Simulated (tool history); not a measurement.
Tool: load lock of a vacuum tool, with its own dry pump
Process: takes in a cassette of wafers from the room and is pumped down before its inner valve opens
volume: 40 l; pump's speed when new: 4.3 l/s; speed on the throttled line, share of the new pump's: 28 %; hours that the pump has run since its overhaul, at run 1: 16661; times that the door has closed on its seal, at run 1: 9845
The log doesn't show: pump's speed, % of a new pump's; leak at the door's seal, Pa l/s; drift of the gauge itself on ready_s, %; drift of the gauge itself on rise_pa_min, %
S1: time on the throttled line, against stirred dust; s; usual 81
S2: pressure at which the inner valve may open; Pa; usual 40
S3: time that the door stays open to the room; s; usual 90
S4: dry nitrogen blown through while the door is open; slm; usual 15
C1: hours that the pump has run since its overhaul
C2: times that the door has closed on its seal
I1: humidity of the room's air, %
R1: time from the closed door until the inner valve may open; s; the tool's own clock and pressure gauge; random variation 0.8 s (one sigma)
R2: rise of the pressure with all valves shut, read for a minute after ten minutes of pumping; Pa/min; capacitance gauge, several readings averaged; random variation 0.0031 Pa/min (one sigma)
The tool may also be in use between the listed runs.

run    hour  S1  S2   S3  S4     C1     C2    I1     R1     R2
  1     0.0  81  40   90  15  16661   9845  46.0  145.9  0.106
  2   456.9  81  40   90   5  17118  10621  44.6  145.0  0.124
  3   880.8  81  40   90   5  17542  11341  44.5  146.7  0.122
     1093.9  -- dry pump taken out, an overhauled one fitted
  4  1297.2  81  40   90   5    203  12039  45.3  131.6  0.127
  5  1757.5  81  40   90   5    664  12821  41.5  130.9  0.120
  6  2081.7  81  40   90   5    988  13372  46.6  133.4  0.137
  7  2530.2  81  40   90   5   1436  14134  43.1  133.3  0.126
  8  2826.8  81  40   90   5   1733  14638  47.2  132.4  0.145
  9  3199.5  81  40   90  26   2106  15271  46.6  130.9  0.116
 10  3591.2  93  36  160   7   2497  15936  44.1  141.4  0.155
 11  4048.5  93  36  160   7   2955  16714  43.5  143.3  0.155
 12  4239.7  93  71  159   7   3146  17038  43.3  136.1  0.169
 13  4665.9  93  71   28   4   3572  17762  41.2  138.5  0.129
 14  5044.0  93  69  186   4   3950  18405  44.2  137.5  0.180
 15  5362.9  81  35   90  15   4269  18947  46.7  135.8  0.149

3 ways to go on from here, each from the tool as it stands after run 15. What would each give?
  A  5730.0   81  49  90  22  4636  19571  45.7   ?   ?
  B  5730.0  143  47  90  18  4636  19571  43.4   ?   ?
  C  5730.0   65  33  90  36  4636  19571  42.8   ?   ?

run     R1     R2
  A  132.9  0.148
  B  177.0  0.144
  C  124.8  0.129
Without the tool's hidden state the same runs would have given:
run     R1     R2
  A  129.6  0.062
  B  174.9  0.057
  C  121.0  0.044
